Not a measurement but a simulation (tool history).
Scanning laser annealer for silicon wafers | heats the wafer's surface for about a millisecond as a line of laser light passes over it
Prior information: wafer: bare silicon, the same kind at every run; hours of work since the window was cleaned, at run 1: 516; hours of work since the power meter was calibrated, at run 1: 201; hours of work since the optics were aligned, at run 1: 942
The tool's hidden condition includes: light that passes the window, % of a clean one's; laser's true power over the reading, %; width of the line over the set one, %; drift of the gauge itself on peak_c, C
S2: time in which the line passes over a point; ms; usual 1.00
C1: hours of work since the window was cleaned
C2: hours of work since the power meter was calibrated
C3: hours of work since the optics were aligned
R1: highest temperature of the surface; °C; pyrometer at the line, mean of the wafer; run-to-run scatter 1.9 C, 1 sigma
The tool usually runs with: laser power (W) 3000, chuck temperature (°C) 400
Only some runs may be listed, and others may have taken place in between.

Run 1, day 0.000: usual settings; C1 516; C2 201; C3 942. Result: R1 1144 °C.
Run 2, day 0.275: usual settings; C1 520; C2 205; C3 946. Result: R1 1145 °C.
Run 3, day 0.608: usual settings; C1 525; C2 210; C3 951. Result: R1 1146 °C.
Run 4, day 0.771: usual settings; C1 527; C2 212; C3 953. Result: R1 1145 °C.
Run 5, day 1.117: usual settings; C1 532; C2 217; C3 958. Result: R1 1149 °C.
Run 6, day 1.396: usual settings; C1 536; C2 221; C3 962. Result: R1 1145 °C.
Run 7, day 1.675: usual settings; C1 540; C2 225; C3 966. Result: R1 1145 °C.
Run 8, day 2.029: usual settings; C1 545; C2 230; C3 971. Result: R1 1144 °C.
Run 9, day 2.283: usual settings but S2 0.79 ms; C1 549; C2 234; C3 975. Result: R1 1063 °C.
Run 10, day 2.542: usual settings but laser power (W) 3050, S2 0.75 ms, chuck temperature (°C) 391; C1 553; C2 238; C3 979. Result: R1 1051 °C.
Run 11, day 2.858: usual settings but laser power (W) 3050, S2 0.75 ms, chuck temperature (°C) 391; C1 557; C2 242; C3 983. Result: R1 1053 °C.
Run 12, day 3.225: usual settings but laser power (W) 3050, S2 0.75 ms, chuck temperature (°C) 391; C1 563; C2 247; C3 989. Result: R1 1054 °C.
Run 13, day 3.492: usual settings but laser power (W) 2610, S2 1.07 ms, chuck temperature (°C) 415; C1 566; C2 251; C3 993. Result: R1 1055 °C.
Run 14, day 3.804: usual settings but laser power (W) 2610, S2 1.07 ms, chuck temperature (°C) 415; C1 571; C2 256; C3 997. Result: R1 1054 °C.
Run 15, day 4.004: usual settings but laser power (W) 2719; C1 574; C2 259; C3 1000. Result: R1 1052 °C.
Run 16, day 4.229: usual settings but laser power (W) 2719; C1 577; C2 262; C3 1003. Result: R1 1056 °C.
Run 17, day 4.412: usual settings but laser power (W) 2707, S2 0.93 ms; C1 580; C2 264; C3 1006. Result: R1 1030 °C.
Run 18, day 4.575: usual settings but laser power (W) 3019, S2 0.90 ms, chuck temperature (°C) 428; C1 582; C2 267; C3 1008. Result: R1 1143 °C.

Branching from run 18: 4 alternative next runs. What would each branch give?
Run A, day 4.838: usual settings but laser power (W) 3019, S2 0.84 ms, chuck temperature (°C) 438; C1 586; C2 271; C3 1012. Result: R1 ?.
Run B, day 4.838: usual settings but laser power (W) 3147, S2 0.89 ms, chuck temperature (°C) 428; C1 586; C2 271; C3 1012. Result: R1 ?.
Run C, day 4.838: usual settings but S2 0.76 ms; C1 586; C2 271; C3 1012. Result: R1 ?.
Run D, day 4.838: usual settings but S2 0.87 ms, chuck temperature (°C) 379; C1 586; C2 271; C3 1012. Result: R1 ?.

run    R1
  A  1127
  B  1177
  C  1056
  D  1077
The same runs, with their run-to-run variation unchanged, on a tool lacking any hidden condition would have given:
run    R1
  A  1129
  B  1179
  C  1058
  D  1079
